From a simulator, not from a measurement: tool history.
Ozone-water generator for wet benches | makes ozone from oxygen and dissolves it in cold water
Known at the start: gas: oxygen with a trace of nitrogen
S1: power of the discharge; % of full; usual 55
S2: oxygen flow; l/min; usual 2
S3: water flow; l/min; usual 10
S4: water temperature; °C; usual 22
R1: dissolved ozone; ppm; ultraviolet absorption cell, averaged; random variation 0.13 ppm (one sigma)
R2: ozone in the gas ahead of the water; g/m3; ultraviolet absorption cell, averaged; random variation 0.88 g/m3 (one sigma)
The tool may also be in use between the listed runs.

run 1 hour=0 | S1=55 S2=2 S3=10 S4=22 | R1=13.2 R2=138.5
run 2 hour=79.1 | S1=55 S2=2 S3=10 S4=22 | R1=12.8 R2=137.3
run 3 hour=156.2 | S1=55 S2=2 S3=10 S4=22 | R1=13.1 R2=137.3
run 4 hour=216 | S1=55 S2=2 S3=10 S4=22 | R1=13 R2=136.2
run 5 hour=322 | S1=55 S2=2 S3=10 S4=22 | R1=13.1 R2=135.9
run 6 hour=452.6 | S1=55 S2=2 S3=10 S4=22 | R1=13 R2=136.9
run 7 hour=509.6 | S1=71 S2=2 S3=10 S4=22 | R1=14.9 R2=157.8
run 8 hour=629.9 | S1=55 S2=2 S3=10 S4=22 | R1=12.8 R2=136.9
run 9 hour=712.6 | S1=55 S2=2 S3=10 S4=22 | R1=12.9 R2=135.5
run 10 hour=773 | S1=55 S2=2 S3=10 S4=16 | R1=13.9 R2=134.8
run 11 hour=876.3 | S1=55 S2=2 S3=7 S4=22 | R1=16.8 R2=135.3
run 12 hour=970.7 | S1=55 S2=2 S3=10 S4=22 | R1=13.1 R2=134.5
run 13 hour=1098.4 | S1=55 S2=2 S3=10 S4=22 | R1=13.1 R2=135.5
run 14 hour=1169.9 | S1=55 S2=2 S3=10 S4=22 | R1=12.9 R2=135.3
run 15 hour=1233.1 | S1=55 S2=2 S3=10 S4=22 | R1=12.8 R2=134.1
run 16 hour=1311.6 | S1=55 S2=2 S3=15 S4=22 | R1=9.2 R2=136.6
run 17 hour=1412.9 | S1=86 S2=2.62 S3=13 S4=22 | R1=14.1 R2=153.9
run 18 hour=1479.4 | S1=86 S2=2.62 S3=13 S4=22 | R1=13.9 R2=155
run 19 hour=1584.3 | S1=93 S2=1.84 S3=11 S4=16 | R1=16 R2=181.3
run 20 hour=1708.3 | S1=55 S2=1.38 S3=10 S4=22 | R1=11.3 R2=152.3
run 21 hour=1810.2 | S1=67 S2=1.38 S3=10 S4=22 | R1=12.6 R2=166.5
run 22 hour=1914 | S1=67 S2=1.38 S3=10 S4=22 | R1=12.6 R2=169.3
run 23 hour=1973.5 | S1=97 S2=1.53 S3=10 S4=22 | R1=15.6 R2=193.8
run 24 hour=2056.9 | S1=55 S2=2 S3=10 S4=22 | R1=12.6 R2=133.1
run 25 hour=2151.9 | S1=55 S2=2 S3=10 S4=22 | R1=12.7 R2=133
run 26 hour=2271.2 | S1=41 S2=1.69 S3=9 S4=28 | R1=10.4 R2=121.4
run 27 hour=2396.7 | S1=97 S2=1.69 S3=9 S4=29 | R1=16 R2=188.2
run 28 hour=2510.3 | S1=97 S2=1.69 S3=9 S4=29 | R1=16 R2=187.9
run 29 hour=2602.5 | S1=42 S2=2 S3=10 S4=22 | R1=11.1 R2=115.3

3 ways to go on from here, each from the tool as it stands after run 29. What would each give?
run A hour=2665.9 | S1=49 S2=2 S3=10 S4=22 | R1=? R2=?
run B hour=2665.9 | S1=51 S2=1.67 S3=10 S4=22 | R1=? R2=?
run C hour=2665.9 | S1=56 S2=2 S3=8 S4=18 | R1=? R2=?

run=A R1=12 R2=125.3
run=B R1=11.6 R2=135.1
run=C R1=15.9 R2=132.7
Without the tool's hidden state the same runs would have given:
run=A R1=13.1 R2=135.5
run=B R1=12.7 R2=146.4
run=C R1=17.5 R2=144.5
